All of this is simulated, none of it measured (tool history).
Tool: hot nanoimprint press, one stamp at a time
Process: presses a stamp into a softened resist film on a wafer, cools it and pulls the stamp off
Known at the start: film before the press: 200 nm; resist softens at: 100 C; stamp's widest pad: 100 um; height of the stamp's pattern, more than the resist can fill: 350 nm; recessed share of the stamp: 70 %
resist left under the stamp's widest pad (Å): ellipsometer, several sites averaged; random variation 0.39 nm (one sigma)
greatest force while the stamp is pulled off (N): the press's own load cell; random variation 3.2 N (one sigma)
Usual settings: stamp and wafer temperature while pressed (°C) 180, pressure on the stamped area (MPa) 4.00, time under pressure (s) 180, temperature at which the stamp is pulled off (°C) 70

run	day	stamp and wafer temperature while pressed (°C)	pressure on the stamped area (MPa)	time under pressure (s)	temperature at which the stamp is pulled off (°C)	resist left under the stamp's widest pad (Å)	greatest force while the stamp is pulled off (N)
1	0.000	180	4.00	180	70	1001	217
2	0.492	180	4.00	196	70	967	218
3	1.317	180	4.00	180	70	998	216
4	2.096	180	4.00	180	70	995	219
5	2.858	180	4.00	180	70	992	218
6	3.333	180	4.00	180	70	996	214
7	3.888	180	6.27	180	70	814	225
8	4.342	180	6.27	180	70	816	220
9	4.783	180	4.00	180	73	993	204
10	5.750	180	4.00	180	73	986	209
11	6.258	180	4.00	146	70	1059	220
# day 6.608: stamp cleaned and given a new release coat
12	7.021	180	4.00	146	70	1052	211
13	7.567	180	4.00	146	70	1060	216
14	8.071	180	4.00	146	76	1059	198
15	8.771	180	5.50	180	70	859	215
# day 9.458: gauge calibrated
16	9.458	180	5.50	180	70	868	213
17	10.275	187	4.74	180	56	749	264
18	11.329	180	4.00	180	69	1000	222
19	12.158	180	4.00	180	69	992	222
20	13.075	180	4.00	176	70	997	210
21	13.975	180	4.00	176	70	999	217
22	14.421	181	4.00	352	70	742	212
23	15.283	181	2.44	233	60	1071	250
24	16.204	181	2.44	233	60	1069	256
25	16.650	181	2.44	204	72	1114	216
26	17.550	172	3.89	183	60	1239	249
27	18.429	179	3.89	183	60	1017	253
# day 19.154: stamp cleaned and given a new release coat
28	19.467	186	3.21	216	67	843	220
29	20.179	171	5.77	180	70	1115	213

Some steps in resist left under the stamp's widest pad (Å) between neighbouring runs. How much of each would the tool show without its hidden state too (settings, what came in, random variation), and how much is left for the hidden state, with any gauge scatter that isn't in both results?
The hidden state here: true temperature over the reading, C; pressure that arrives at the usual setting, %; grip of the stamp's worn release coat, % over a new coat's; drift of the gauge itself on residual_nm, %; drift of the gauge itself on pull_off_n, %.
Run 15 -> 16: gauge calibrated. resist left under the stamp's widest pad (Å) +9: hidden state +16, all else -7.
Run 22 -> 23: pressure on the stamped area (MPa) 4.00 -> 2.44, time under pressure (s) 352 -> 233, temperature at which the stamp is pulled off (°C) 70 -> 60. resist left under the stamp's widest pad (Å) +329: hidden state -5, all else +334.
Run 28 -> 29: stamp and wafer temperature while pressed (°C) 186 -> 171, pressure on the stamped area (MPa) 3.21 -> 5.77, time under pressure (s) 216 -> 180, temperature at which the stamp is pulled off (°C) 67 -> 70. resist left under the stamp's widest pad (Å) +272: hidden state -8, all else +280.

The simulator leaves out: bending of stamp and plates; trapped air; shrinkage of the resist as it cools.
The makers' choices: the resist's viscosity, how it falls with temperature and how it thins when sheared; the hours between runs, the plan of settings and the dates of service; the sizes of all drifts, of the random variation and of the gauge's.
